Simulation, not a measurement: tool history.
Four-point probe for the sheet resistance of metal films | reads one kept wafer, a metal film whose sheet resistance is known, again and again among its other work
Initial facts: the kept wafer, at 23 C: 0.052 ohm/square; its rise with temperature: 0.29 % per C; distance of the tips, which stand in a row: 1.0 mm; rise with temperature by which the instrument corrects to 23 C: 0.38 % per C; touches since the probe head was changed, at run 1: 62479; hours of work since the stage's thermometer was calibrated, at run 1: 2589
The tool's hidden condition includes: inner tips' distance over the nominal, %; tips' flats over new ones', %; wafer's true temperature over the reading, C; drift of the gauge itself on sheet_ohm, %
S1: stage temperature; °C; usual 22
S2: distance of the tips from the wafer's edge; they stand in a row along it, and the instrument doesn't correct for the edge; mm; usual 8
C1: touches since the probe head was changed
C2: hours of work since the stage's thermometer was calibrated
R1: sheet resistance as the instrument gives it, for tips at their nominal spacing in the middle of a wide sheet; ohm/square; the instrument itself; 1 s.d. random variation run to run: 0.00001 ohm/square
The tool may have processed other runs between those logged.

run    hour  S1  S2      C1    C2        R1
  1     0.0  22   8   62479  2589  0.052476
  2    35.7  22   8   63618  2610  0.052497
  3    74.2  22   8   64846  2632  0.052489
  4   113.3  22  11   66093  2654  0.052277
  5   140.2  31  11   66952  2669  0.051829
  6   170.5  22   8   67917  2687  0.052482
  7   204.2  22   8   68991  2706  0.052494
  8   238.2  22  13   70076  2725  0.052207
      242.2  -- stage's thermometer calibrated
  9   280.5  22   8   71409    22  0.052480
 10   315.9  22   8   72537    42  0.052458
 11   371.6  22   8   74314    74  0.052488
 12   407.5  22   8   75457    94  0.052486
 13   459.5  22   5   77116   124  0.053131
 14   503.7  22   5   78527   149  0.053145
 15   554.4  22   5   80143   178  0.053147
 16   602.8  22   5   81687   206  0.053151
 17   631.8  22   5   82612   222  0.053163
 18   683.6  22   5   84263   252  0.053156
 19   715.6  22   5   85284   270  0.053143
 20   756.3  22   5   86582   293  0.053158
 21   787.2  18   3   87566   311  0.055197
 22   830.5  30  16   88947   336  0.051767
 23   882.1  28  52   90594   365  0.051754
 24   913.5  22  42   91594   383  0.052063
 25   957.5  21   8   92997   408  0.052530
 26   999.9  21   8   94350   432  0.052551
 27  1056.4  23   6   96150   464  0.052776
 28  1111.7  18   6   97914   496  0.053043
 29  1148.1  29   7   99074   517  0.052272
 30  1174.3  32   5   99911   532  0.052664
 31  1216.0  32   5  101240   555  0.052658
 32  1269.5  32   5  102946   586  0.052660
 33  1304.8  31  19  104071   606  0.051702
 34  1340.9  31  19  105223   627  0.051679
 35  1390.3  21   4  106799   655  0.053810
 36  1435.1  29   7  108227   680  0.052298
 37  1471.5  22  14  109388   701  0.052212
 38  1501.7  22  14  110353   719  0.052220
 39  1561.2  18  72  112249   752  0.052275
 40  1617.2  18  72  114035   784  0.052270

How the hidden state differs across the entries between the runs, from the last listed run before each to the first after it:
Runs 8 to 9: stage's thermometer calibrated (hour 242.2)
  both runs share identical hidden conditions
